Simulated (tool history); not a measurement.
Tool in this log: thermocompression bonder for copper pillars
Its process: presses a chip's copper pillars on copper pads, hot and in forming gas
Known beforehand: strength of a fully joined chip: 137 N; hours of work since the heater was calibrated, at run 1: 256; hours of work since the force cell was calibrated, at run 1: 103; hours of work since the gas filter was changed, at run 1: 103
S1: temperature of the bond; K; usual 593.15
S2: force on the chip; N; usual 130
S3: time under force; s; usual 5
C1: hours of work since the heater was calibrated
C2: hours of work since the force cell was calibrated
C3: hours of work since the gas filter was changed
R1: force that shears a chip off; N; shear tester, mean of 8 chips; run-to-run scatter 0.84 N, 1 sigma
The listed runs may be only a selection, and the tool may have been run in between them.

{"run": 1, "hour": 0.0, "S1": 593.15, "S2": 130, "S3": 5, "C1": 256, "C2": 103, "C3": 103, "R1": 82.9}
{"run": 2, "hour": 22.1, "S1": 593.15, "S2": 186, "S3": 5, "C1": 266, "C2": 113, "C3": 113, "R1": 97.3}
{"run": 3, "hour": 51.8, "S1": 593.15, "S2": 186, "S3": 5, "C1": 280, "C2": 126, "C3": 126, "R1": 97.1}
{"run": 4, "hour": 70.7, "S1": 593.15, "S2": 186, "S3": 5, "C1": 288, "C2": 134, "C3": 134, "R1": 96.2}
{"run": 5, "hour": 83.8, "S1": 593.15, "S2": 186, "S3": 5, "C1": 294, "C2": 140, "C3": 140, "R1": 96.4}
{"run": 6, "hour": 108.1, "S1": 593.15, "S2": 130, "S3": 5, "C1": 305, "C2": 151, "C3": 151, "R1": 82.1}
{"run": 7, "hour": 134.8, "S1": 570.15, "S2": 130, "S3": 5, "C1": 317, "C2": 163, "C3": 163, "R1": 68.8}
{"run": 8, "hour": 148.2, "S1": 570.15, "S2": 130, "S3": 5, "C1": 323, "C2": 169, "C3": 169, "R1": 68.9}
{"run": 9, "hour": 162.2, "S1": 593.15, "S2": 130, "S3": 5, "C1": 329, "C2": 176, "C3": 176, "R1": 80.7}
{"run": 10, "hour": 189.1, "S1": 593.15, "S2": 130, "S3": 5, "C1": 342, "C2": 188, "C3": 188, "R1": 78.6}
{"run": 11, "hour": 213.7, "S1": 593.15, "S2": 130, "S3": 5, "C1": 353, "C2": 199, "C3": 199, "R1": 80.2}
{"run": 12, "hour": 230.9, "S1": 593.15, "S2": 130, "S3": 5, "C1": 360, "C2": 207, "C3": 207, "R1": 77.4}
{"run": 13, "hour": 249.3, "S1": 608.15, "S2": 130, "S3": 5, "C1": 369, "C2": 215, "C3": 215, "R1": 86.1}
{"run": 14, "hour": 272.4, "S1": 608.15, "S2": 130, "S3": 5, "C1": 379, "C2": 226, "C3": 226, "R1": 84.3}
{"run": 15, "hour": 292.6, "S1": 608.15, "S2": 130, "S3": 5, "C1": 388, "C2": 235, "C3": 235, "R1": 85.3}
{"run": 16, "hour": 306.8, "S1": 605.15, "S2": 130, "S3": 5, "C1": 395, "C2": 241, "C3": 241, "R1": 84.0}
{"run": 17, "hour": 332.0, "S1": 593.15, "S2": 94, "S3": 5, "C1": 406, "C2": 252, "C3": 252, "R1": 64.4}
{"hour": 343.1, "done": "forming gas filter changed"}
{"run": 18, "hour": 360.1, "S1": 593.15, "S2": 130, "S3": 5, "C1": 418, "C2": 265, "C3": 8, "R1": 85.4}
{"run": 19, "hour": 384.9, "S1": 593.15, "S2": 130, "S3": 5, "C1": 430, "C2": 276, "C3": 19, "R1": 85.2}
{"run": 20, "hour": 415.6, "S1": 593.15, "S2": 99, "S3": 5, "C1": 443, "C2": 290, "C3": 33, "R1": 71.1}

Forecast run 21:
{"run": 21, "hour": 432.4, "S1": 593.15, "S2": 99, "S3": 5, "C1": 451, "C2": 297, "C3": 40, "R1": "?"}

R1: 71.3 N
If the tool had no hidden condition, the same run with the same run-to-run variation would have returned R1 77.3 N.
